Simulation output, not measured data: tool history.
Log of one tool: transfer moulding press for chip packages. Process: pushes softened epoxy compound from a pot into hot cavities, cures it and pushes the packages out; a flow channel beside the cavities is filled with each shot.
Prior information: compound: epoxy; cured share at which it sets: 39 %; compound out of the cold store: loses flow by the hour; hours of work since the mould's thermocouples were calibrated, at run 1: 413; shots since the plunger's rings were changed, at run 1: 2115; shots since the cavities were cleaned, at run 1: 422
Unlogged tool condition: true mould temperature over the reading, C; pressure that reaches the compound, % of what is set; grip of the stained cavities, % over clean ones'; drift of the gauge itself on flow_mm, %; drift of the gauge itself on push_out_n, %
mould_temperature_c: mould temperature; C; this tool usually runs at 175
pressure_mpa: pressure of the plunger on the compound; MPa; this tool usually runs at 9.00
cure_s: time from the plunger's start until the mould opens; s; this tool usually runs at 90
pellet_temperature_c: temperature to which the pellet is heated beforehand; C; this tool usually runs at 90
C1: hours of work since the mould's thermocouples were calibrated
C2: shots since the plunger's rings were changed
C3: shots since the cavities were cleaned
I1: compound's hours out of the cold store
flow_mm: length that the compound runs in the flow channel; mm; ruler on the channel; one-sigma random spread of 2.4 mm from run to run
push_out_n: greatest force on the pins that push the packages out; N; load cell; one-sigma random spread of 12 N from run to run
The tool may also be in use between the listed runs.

{"run": 1, "hour": 0.0, "mould_temperature_c": 175, "pressure_mpa": 9.0, "cure_s": 90, "pellet_temperature_c": 90, "C1": 413, "C2": 2115, "C3": 422, "I1": 39.7, "flow_mm": 708, "push_out_n": 757}
{"run": 2, "hour": 21.8, "mould_temperature_c": 175, "pressure_mpa": 9.0, "cure_s": 90, "pellet_temperature_c": 90, "C1": 429, "C2": 2442, "C3": 749, "I1": 32.4, "flow_mm": 727, "push_out_n": 877}
{"hour": 38.7, "done": "plunger's sealing rings changed"}
{"hour": 51.4, "done": "cavities cleaned with cleaning compound and waxed"}
{"run": 3, "hour": 62.1, "mould_temperature_c": 175, "pressure_mpa": 9.0, "cure_s": 116, "pellet_temperature_c": 90, "C1": 456, "C2": 328, "C3": 159, "I1": 47.2, "flow_mm": 699, "push_out_n": 493}
{"run": 4, "hour": 85.3, "mould_temperature_c": 175, "pressure_mpa": 9.0, "cure_s": 116, "pellet_temperature_c": 90, "C1": 474, "C2": 677, "C3": 508, "I1": 23.3, "flow_mm": 777, "push_out_n": 576}
{"run": 5, "hour": 102.9, "mould_temperature_c": 178, "pressure_mpa": 9.0, "cure_s": 90, "pellet_temperature_c": 90, "C1": 487, "C2": 940, "C3": 771, "I1": 8.9, "flow_mm": 813, "push_out_n": 744}
{"hour": 129.1, "done": "cavities cleaned with cleaning compound and waxed"}
{"run": 6, "hour": 141.7, "mould_temperature_c": 175, "pressure_mpa": 9.0, "cure_s": 81, "pellet_temperature_c": 90, "C1": 515, "C2": 1500, "C3": 188, "I1": 30.4, "flow_mm": 747, "push_out_n": 854}
{"run": 7, "hour": 178.5, "mould_temperature_c": 170, "pressure_mpa": 10.49, "cure_s": 114, "pellet_temperature_c": 84, "C1": 542, "C2": 2053, "C3": 741, "I1": 10.0, "flow_mm": 912, "push_out_n": 869}
{"run": 8, "hour": 195.4, "mould_temperature_c": 170, "pressure_mpa": 10.49, "cure_s": 88, "pellet_temperature_c": 84, "C1": 555, "C2": 2305, "C3": 993, "I1": 28.6, "flow_mm": 833, "push_out_n": 1419}
{"hour": 206.4, "done": "cavities cleaned with cleaning compound and waxed"}
{"hour": 223.9, "done": "plunger's sealing rings changed"}
{"run": 9, "hour": 224.2, "mould_temperature_c": 180, "pressure_mpa": 9.41, "cure_s": 88, "pellet_temperature_c": 84, "C1": 573, "C2": 3, "C3": 228, "I1": 24.7, "flow_mm": 764, "push_out_n": 578}
{"run": 10, "hour": 251.9, "mould_temperature_c": 180, "pressure_mpa": 9.41, "cure_s": 88, "pellet_temperature_c": 84, "C1": 594, "C2": 419, "C3": 644, "I1": 8.6, "flow_mm": 823, "push_out_n": 699}
{"hour": 287.5, "done": "cavities cleaned with cleaning compound and waxed"}
{"run": 11, "hour": 291.1, "mould_temperature_c": 175, "pressure_mpa": 9.0, "cure_s": 90, "pellet_temperature_c": 80, "C1": 622, "C2": 985, "C3": 55, "I1": 31.3, "flow_mm": 745, "push_out_n": 665}

Entry by entry between the runs, the difference in hidden state between the last listed run before and the first listed run after:
Run 2 -> run 3: plunger's sealing rings changed (hour 38.7); cavities cleaned with cleaning compound and waxed (hour 51.4)
  true mould temperature over the reading, C: -1.01 -> -1.06; pressure that reaches the compound, % of what is set: 93.91 -> 99.09; grip of the stained cavities, % over clean ones': 42.4 -> 11.6
  measured less the result without the state, flow_mm: -19 -> +1 mm; push_out_n: +295 -> +59 N
Run 5 -> run 6: cavities cleaned with cleaning compound and waxed (hour 129.1)
  true mould temperature over the reading, C: -1.12 -> -1.18; pressure that reaches the compound, % of what is set: 97.69 -> 96.29; grip of the stained cavities, % over clean ones': 39.1 -> 15.9
  measured less the result without the state, flow_mm: -4 -> -8 mm; push_out_n: +237 -> +182 N
Run 8 -> run 9: cavities cleaned with cleaning compound and waxed (hour 206.4); plunger's sealing rings changed (hour 223.9)
  true mould temperature over the reading, C: -1.27 -> -1.31; pressure that reaches the compound, % of what is set: 94.38 -> 98.98; grip of the stained cavities, % over clean ones': 46.8 -> 16.7
  measured less the result without the state, flow_mm: -16 -> +2 mm; push_out_n: +550 -> +106 N
Run 10 -> run 11: cavities cleaned with cleaning compound and waxed (hour 287.5)
  true mould temperature over the reading, C: -1.35 -> -1.41; pressure that reaches the compound, % of what is set: 97.83 -> 96.46; grip of the stained cavities, % over clean ones': 36 -> 3.8
  measured less the result without the state, flow_mm: -2 -> -6 mm; push_out_n: +214 -> +80 N
